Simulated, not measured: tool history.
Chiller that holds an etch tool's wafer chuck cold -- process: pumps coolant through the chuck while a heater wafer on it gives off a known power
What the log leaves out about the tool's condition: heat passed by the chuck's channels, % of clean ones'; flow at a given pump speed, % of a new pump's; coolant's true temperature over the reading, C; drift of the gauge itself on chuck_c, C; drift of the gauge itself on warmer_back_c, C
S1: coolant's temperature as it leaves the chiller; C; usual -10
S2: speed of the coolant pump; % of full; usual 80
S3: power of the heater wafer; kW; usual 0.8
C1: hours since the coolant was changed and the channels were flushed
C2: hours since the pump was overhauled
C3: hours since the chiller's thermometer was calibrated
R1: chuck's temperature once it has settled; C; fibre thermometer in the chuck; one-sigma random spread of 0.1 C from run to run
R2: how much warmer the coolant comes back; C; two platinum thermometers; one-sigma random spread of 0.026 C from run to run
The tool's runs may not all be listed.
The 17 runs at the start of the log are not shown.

run   hour   S1  S2     S3    C1    C2   C3     R1    R2
 18  444.4  -11  99  0.746  4815  1533  173   -4.8  2.08
 19  476.1  -11  99  0.746  4847  1565  204   -4.8  2.16
 20  499.2   -2  76   0.73  4870  1588  227    5.2  2.66
 21  535.1   -2  76   0.73  4906  1624  263    5.4  2.68
 22  561.8  -10  89  0.425  4933  1651  290   -6.2  1.38
 23  582.2  -11  89  0.425  4953  1671  310   -7.1  1.38
 24    599  -10  67    0.8  4970  1688  327   -1.3  3.26
 25  620.3  -10  67    0.8  4991  1709  349   -1.5  3.27
 26  646.6  -10  90    0.8  5018  1736  375   -2.8  2.47
 27  680.9  -10  90    0.8  5052  1770  409   -2.6  2.53
 28  697.5  -13  97    0.8  5068  1787  426   -6.2   2.4
 29  729.2  -15  72  1.143  5100  1818  457   -3.1  4.38
 30  762.5  -17  95  0.719  5133  1852  491  -10.8  2.19
 31  797.8    0  71  0.732  5169  1887  526    7.7  2.89
 32  818.6  -16  87    0.8  5189  1908  547   -8.6  2.62

Predict each of these 4 candidate next runs independently; none follows another, all start after run 32:
  A   850  -16  80    0.8  5221  1939  578   ?   ?
  B   850   -3  67  0.532  5221  1939  578   ?   ?
  C   850  -16  96  0.786  5221  1939  578   ?   ?
  D   850  -16  68    0.8  5221  1939  578   ?   ?

run    R1    R2
  A  -8.3  2.81
  B   2.7  2.31
  C  -9.1  2.38
  D  -7.4  3.31
Without the tool's hidden state the same runs would have given:
run    R1    R2
  A  -8.3  2.62
  B   2.7  2.11
  C  -9.2  2.19
  D  -7.4  3.11

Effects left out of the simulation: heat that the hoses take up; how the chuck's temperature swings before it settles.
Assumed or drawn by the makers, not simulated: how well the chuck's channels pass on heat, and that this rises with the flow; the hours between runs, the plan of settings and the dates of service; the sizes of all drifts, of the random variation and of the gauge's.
